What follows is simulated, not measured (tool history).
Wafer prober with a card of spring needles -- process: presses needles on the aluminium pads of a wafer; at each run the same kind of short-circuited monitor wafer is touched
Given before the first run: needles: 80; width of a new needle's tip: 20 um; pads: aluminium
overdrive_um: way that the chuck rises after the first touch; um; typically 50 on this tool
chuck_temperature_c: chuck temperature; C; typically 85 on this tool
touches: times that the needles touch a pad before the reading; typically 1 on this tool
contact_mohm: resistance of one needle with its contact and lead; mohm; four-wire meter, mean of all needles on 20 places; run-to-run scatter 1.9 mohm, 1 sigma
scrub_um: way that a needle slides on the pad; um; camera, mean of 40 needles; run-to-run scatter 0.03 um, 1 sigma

{"run": 1, "day": 0.0, "overdrive_um": 50, "chuck_temperature_c": 85, "touches": 1, "contact_mohm": 200, "scrub_um": 9.89}
{"run": 2, "day": 1.283, "overdrive_um": 50, "chuck_temperature_c": 85, "touches": 1, "contact_mohm": 204, "scrub_um": 9.89}
{"day": 1.629, "done": "tips cleaned on abrasive film"}
{"run": 3, "day": 2.862, "overdrive_um": 50, "chuck_temperature_c": 85, "touches": 1, "contact_mohm": 205, "scrub_um": 9.89}
{"day": 3.446, "done": "tips cleaned on abrasive film"}
{"day": 5.104, "done": "tips cleaned on abrasive film"}
{"run": 4, "day": 5.233, "overdrive_um": 50, "chuck_temperature_c": 85, "touches": 1, "contact_mohm": 204, "scrub_um": 9.84}
{"day": 6.754, "done": "tips cleaned on abrasive film"}
{"run": 5, "day": 7.821, "overdrive_um": 56, "chuck_temperature_c": 85, "touches": 1, "contact_mohm": 205, "scrub_um": 11.09}
{"day": 8.404, "done": "tips cleaned on abrasive film"}
{"run": 6, "day": 8.992, "overdrive_um": 56, "chuck_temperature_c": 85, "touches": 1, "contact_mohm": 206, "scrub_um": 11.1}
{"day": 10.238, "done": "tips cleaned on abrasive film"}
{"run": 7, "day": 10.254, "overdrive_um": 56, "chuck_temperature_c": 85, "touches": 1, "contact_mohm": 202, "scrub_um": 11.14}
{"run": 8, "day": 11.338, "overdrive_um": 56, "chuck_temperature_c": 85, "touches": 1, "contact_mohm": 201, "scrub_um": 11.13}
{"day": 12.012, "done": "tips cleaned on abrasive film"}
{"day": 13.646, "done": "tips cleaned on abrasive film"}
{"run": 9, "day": 13.971, "overdrive_um": 56, "chuck_temperature_c": 85, "touches": 1, "contact_mohm": 200, "scrub_um": 11}
{"run": 10, "day": 15.154, "overdrive_um": 56, "chuck_temperature_c": 85, "touches": 1, "contact_mohm": 205, "scrub_um": 11.1}
{"day": 15.267, "done": "tips cleaned on abrasive film"}
{"day": 17.054, "done": "tips cleaned on abrasive film"}
{"run": 11, "day": 17.625, "overdrive_um": 56, "chuck_temperature_c": 85, "touches": 1, "contact_mohm": 204, "scrub_um": 11.13}
{"day": 18.804, "done": "tips cleaned on abrasive film"}
{"run": 12, "day": 20.075, "overdrive_um": 56, "chuck_temperature_c": 85, "touches": 1, "contact_mohm": 204, "scrub_um": 11.1}
{"day": 20.429, "done": "tips cleaned on abrasive film"}
{"day": 22.129, "done": "tips cleaned on abrasive film"}
{"run": 13, "day": 22.388, "overdrive_um": 50, "chuck_temperature_c": 42, "touches": 1, "contact_mohm": 199, "scrub_um": 9.89}
{"day": 23.942, "done": "tips cleaned on abrasive film"}
{"run": 14, "day": 24.304, "overdrive_um": 51, "chuck_temperature_c": 42, "touches": 1, "contact_mohm": 189, "scrub_um": 10.1}
{"day": 25.592, "done": "tips cleaned on abrasive film"}
{"run": 15, "day": 26.046, "overdrive_um": 50, "chuck_temperature_c": 85, "touches": 2, "contact_mohm": 205, "scrub_um": 9.92}
{"day": 27.35, "done": "tips cleaned on abrasive film"}
{"run": 16, "day": 27.912, "overdrive_um": 64, "chuck_temperature_c": 85, "touches": 1, "contact_mohm": 200, "scrub_um": 12.72}
{"day": 28.979, "done": "tips cleaned on abrasive film"}
{"run": 17, "day": 29.775, "overdrive_um": 51, "chuck_temperature_c": 85, "touches": 1, "contact_mohm": 203, "scrub_um": 10.09}
{"day": 30.621, "done": "tips cleaned on abrasive film"}
{"run": 18, "day": 31.946, "overdrive_um": 50, "chuck_temperature_c": 95, "touches": 2, "contact_mohm": 206, "scrub_um": 9.95}
{"day": 32.338, "done": "tips cleaned on abrasive film"}
{"run": 19, "day": 33.625, "overdrive_um": 50, "chuck_temperature_c": 95, "touches": 2, "contact_mohm": 204, "scrub_um": 9.91}
{"day": 34.092, "done": "tips cleaned on abrasive film"}
{"run": 20, "day": 35.5, "overdrive_um": 57, "chuck_temperature_c": 27, "touches": 2, "contact_mohm": 190, "scrub_um": 11.3}
{"day": 35.796, "done": "tips cleaned on abrasive film"}
{"run": 21, "day": 37.125, "overdrive_um": 65, "chuck_temperature_c": 29, "touches": 1, "contact_mohm": 188, "scrub_um": 12.88}
{"day": 37.588, "done": "tips cleaned on abrasive film"}
{"run": 22, "day": 38.358, "overdrive_um": 38, "chuck_temperature_c": 42, "touches": 1, "contact_mohm": 199, "scrub_um": 7.59}
{"day": 39.242, "done": "tips cleaned on abrasive film"}
{"day": 40.858, "done": "tips cleaned on abrasive film"}
{"run": 23, "day": 40.938, "overdrive_um": 50, "chuck_temperature_c": 30, "touches": 2, "contact_mohm": 191, "scrub_um": 9.9}
{"day": 42.662, "done": "tips cleaned on abrasive film"}
{"run": 24, "day": 42.721, "overdrive_um": 50, "chuck_temperature_c": 30, "touches": 2, "contact_mohm": 191, "scrub_um": 9.95}
{"day": 44.417, "done": "tips cleaned on abrasive film"}
{"run": 25, "day": 44.646, "overdrive_um": 50, "chuck_temperature_c": 30, "touches": 2, "contact_mohm": 194, "scrub_um": 9.93}
{"day": 46.208, "done": "tips cleaned on abrasive film"}
{"run": 26, "day": 47.233, "overdrive_um": 39, "chuck_temperature_c": 79, "touches": 3, "contact_mohm": 205, "scrub_um": 7.72}
{"day": 47.412, "done": "height of the first contact set anew"}
{"day": 47.904, "done": "tips cleaned on abrasive film"}
{"run": 27, "day": 48.462, "overdrive_um": 50, "chuck_temperature_c": 62, "touches": 1, "contact_mohm": 199, "scrub_um": 9.89}
{"day": 49.617, "done": "tips cleaned on abrasive film"}
{"run": 28, "day": 49.746, "overdrive_um": 50, "chuck_temperature_c": 62, "touches": 1, "contact_mohm": 201, "scrub_um": 9.92}
{"day": 51.396, "done": "tips cleaned on abrasive film"}
{"run": 29, "day": 52.329, "overdrive_um": 50, "chuck_temperature_c": 87, "touches": 1, "contact_mohm": 200, "scrub_um": 9.92}
{"day": 53.1, "done": "tips cleaned on abrasive film"}
{"run": 30, "day": 54.192, "overdrive_um": 61, "chuck_temperature_c": 87, "touches": 2, "contact_mohm": 199, "scrub_um": 12.12}
{"day": 54.788, "done": "tips cleaned on abrasive film"}
{"run": 31, "day": 55.854, "overdrive_um": 61, "chuck_temperature_c": 87, "touches": 2, "contact_mohm": 204, "scrub_um": 12.03}
{"day": 56.442, "done": "tips cleaned on abrasive film"}
{"run": 32, "day": 58.004, "overdrive_um": 61, "chuck_temperature_c": 87, "touches": 2, "contact_mohm": 201, "scrub_um": 12.1}
{"day": 58.25, "done": "tips cleaned on abrasive film"}
{"day": 60.004, "done": "tips cleaned on abrasive film"}
{"run": 33, "day": 60.125, "overdrive_um": 50, "chuck_temperature_c": 84, "touches": 1, "contact_mohm": 204, "scrub_um": 9.91}

What if the next run were any one of these 4? Each begins from the tool's condition after run 33:
{"run": "A", "day": 61.283, "overdrive_um": 54, "chuck_temperature_c": 84, "touches": 1, "contact_mohm": "?", "scrub_um": "?"}
{"run": "B", "day": 61.283, "overdrive_um": 30, "chuck_temperature_c": 84, "touches": 1, "contact_mohm": "?", "scrub_um": "?"}
{"run": "C", "day": 61.283, "overdrive_um": 50, "chuck_temperature_c": 70, "touches": 2, "contact_mohm": "?", "scrub_um": "?"}
{"run": "D", "day": 61.283, "overdrive_um": 50, "chuck_temperature_c": 70, "touches": 1, "contact_mohm": "?", "scrub_um": "?"}

run=A contact_mohm=202 scrub_um=10.69
run=B contact_mohm=213 scrub_um=5.94
run=C contact_mohm=200 scrub_um=9.9
run=D contact_mohm=201 scrub_um=9.94
Take away the tool's hidden state, keep each run's random variation, and the runs would have read:
run=A contact_mohm=202 scrub_um=10.69
run=B contact_mohm=212 scrub_um=5.94
run=C contact_mohm=200 scrub_um=9.9
run=D contact_mohm=200 scrub_um=9.94
